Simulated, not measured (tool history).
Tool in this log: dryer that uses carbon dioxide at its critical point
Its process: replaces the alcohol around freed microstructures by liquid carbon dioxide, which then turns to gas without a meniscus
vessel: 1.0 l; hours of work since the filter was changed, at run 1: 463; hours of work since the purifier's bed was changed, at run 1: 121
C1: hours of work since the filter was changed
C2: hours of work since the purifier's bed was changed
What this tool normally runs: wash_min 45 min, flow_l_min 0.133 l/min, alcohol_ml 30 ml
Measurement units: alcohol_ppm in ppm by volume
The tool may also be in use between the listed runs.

{"run": 1, "hour": 0.0, "wash_min": 45, "flow_l_min": 0.133, "alcohol_ml": 30, "C1": 463, "C2": 121, "alcohol_ppm": 459}
{"run": 2, "hour": 5.6, "wash_min": 45, "flow_l_min": 0.133, "alcohol_ml": 64, "C1": 465, "C2": 124, "alcohol_ppm": 963}
{"run": 3, "hour": 13.9, "wash_min": 45, "flow_l_min": 0.133, "alcohol_ml": 30, "C1": 469, "C2": 128, "alcohol_ppm": 467}
{"run": 4, "hour": 19.8, "wash_min": 45, "flow_l_min": 0.133, "alcohol_ml": 30, "C1": 472, "C2": 130, "alcohol_ppm": 474}
{"run": 5, "hour": 27.6, "wash_min": 45, "flow_l_min": 0.133, "alcohol_ml": 30, "C1": 476, "C2": 134, "alcohol_ppm": 484}
{"run": 6, "hour": 31.8, "wash_min": 45, "flow_l_min": 0.133, "alcohol_ml": 30, "C1": 478, "C2": 136, "alcohol_ppm": 492}
{"run": 7, "hour": 37.0, "wash_min": 45, "flow_l_min": 0.133, "alcohol_ml": 30, "C1": 480, "C2": 139, "alcohol_ppm": 467}
{"run": 8, "hour": 46.0, "wash_min": 30, "flow_l_min": 0.133, "alcohol_ml": 30, "C1": 484, "C2": 143, "alcohol_ppm": 1833}
{"run": 9, "hour": 51.4, "wash_min": 45, "flow_l_min": 0.133, "alcohol_ml": 51, "C1": 487, "C2": 145, "alcohol_ppm": 783}
{"run": 10, "hour": 58.9, "wash_min": 45, "flow_l_min": 0.108, "alcohol_ml": 30, "C1": 490, "C2": 149, "alcohol_ppm": 1079}
{"run": 11, "hour": 64.0, "wash_min": 45, "flow_l_min": 0.108, "alcohol_ml": 30, "C1": 493, "C2": 151, "alcohol_ppm": 1042}
{"run": 12, "hour": 72.1, "wash_min": 45, "flow_l_min": 0.108, "alcohol_ml": 30, "C1": 497, "C2": 155, "alcohol_ppm": 1069}
{"run": 13, "hour": 80.8, "wash_min": 45, "flow_l_min": 0.108, "alcohol_ml": 30, "C1": 501, "C2": 159, "alcohol_ppm": 1073}
{"run": 14, "hour": 85.0, "wash_min": 45, "flow_l_min": 0.08, "alcohol_ml": 30, "C1": 503, "C2": 161, "alcohol_ppm": 2575}
{"run": 15, "hour": 93.5, "wash_min": 65, "flow_l_min": 0.172, "alcohol_ml": 24, "C1": 507, "C2": 165, "alcohol_ppm": 64}
{"run": 16, "hour": 99.5, "wash_min": 45, "flow_l_min": 0.133, "alcohol_ml": 20, "C1": 510, "C2": 168, "alcohol_ppm": 359}
{"run": 17, "hour": 107.0, "wash_min": 45, "flow_l_min": 0.133, "alcohol_ml": 20, "C1": 513, "C2": 172, "alcohol_ppm": 352}
{"hour": 108.5, "done": "inlet filter changed"}
{"run": 18, "hour": 113.6, "wash_min": 45, "flow_l_min": 0.133, "alcohol_ml": 20, "C1": 2, "C2": 174, "alcohol_ppm": 253}
{"run": 19, "hour": 118.7, "wash_min": 64, "flow_l_min": 0.105, "alcohol_ml": 20, "C1": 5, "C2": 177, "alcohol_ppm": 171}
{"run": 20, "hour": 127.7, "wash_min": 61, "flow_l_min": 0.224, "alcohol_ml": 62, "C1": 9, "C2": 181, "alcohol_ppm": 62}
{"run": 21, "hour": 134.2, "wash_min": 33, "flow_l_min": 0.213, "alcohol_ml": 40, "C1": 12, "C2": 184, "alcohol_ppm": 214}
{"run": 22, "hour": 139.1, "wash_min": 45, "flow_l_min": 0.133, "alcohol_ml": 44, "C1": 14, "C2": 186, "alcohol_ppm": 487}
{"run": 23, "hour": 143.1, "wash_min": 59, "flow_l_min": 0.154, "alcohol_ml": 35, "C1": 16, "C2": 188, "alcohol_ppm": 89}
{"run": 24, "hour": 151.4, "wash_min": 45, "flow_l_min": 0.116, "alcohol_ml": 53, "C1": 20, "C2": 192, "alcohol_ppm": 1029}
{"run": 25, "hour": 155.6, "wash_min": 46, "flow_l_min": 0.083, "alcohol_ml": 30, "C1": 22, "C2": 194, "alcohol_ppm": 1669}
{"run": 26, "hour": 163.6, "wash_min": 46, "flow_l_min": 0.098, "alcohol_ml": 30, "C1": 26, "C2": 198, "alcohol_ppm": 1038}

5 options for the next run, each taken on its own from the tool as it stands now. Forecast them:
{"run": "A", "hour": 171.3, "wash_min": 46, "flow_l_min": 0.098, "alcohol_ml": 33, "C1": 30, "C2": 201, "alcohol_ppm": "?"}
{"run": "B", "hour": 171.3, "wash_min": 46, "flow_l_min": 0.088, "alcohol_ml": 30, "C1": 30, "C2": 201, "alcohol_ppm": "?"}
{"run": "C", "hour": 171.3, "wash_min": 67, "flow_l_min": 0.086, "alcohol_ml": 23, "C1": 30, "C2": 201, "alcohol_ppm": "?"}
{"run": "D", "hour": 171.3, "wash_min": 55, "flow_l_min": 0.104, "alcohol_ml": 21, "C1": 30, "C2": 201, "alcohol_ppm": "?"}
{"run": "E", "hour": 171.3, "wash_min": 45, "flow_l_min": 0.097, "alcohol_ml": 30, "C1": 30, "C2": 201, "alcohol_ppm": "?"}

run=A alcohol_ppm=1129
run=B alcohol_ppm=1471
run=C alcohol_ppm=352
run=D alcohol_ppm=325
run=E alcohol_ppm=1158
The same runs, with their run-to-run variation unchanged, on a tool lacking any hidden condition would have given:
run=A alcohol_ppm=1029
run=B alcohol_ppm=1363
run=C alcohol_ppm=279
run=D alcohol_ppm=253
run=E alcohol_ppm=1057
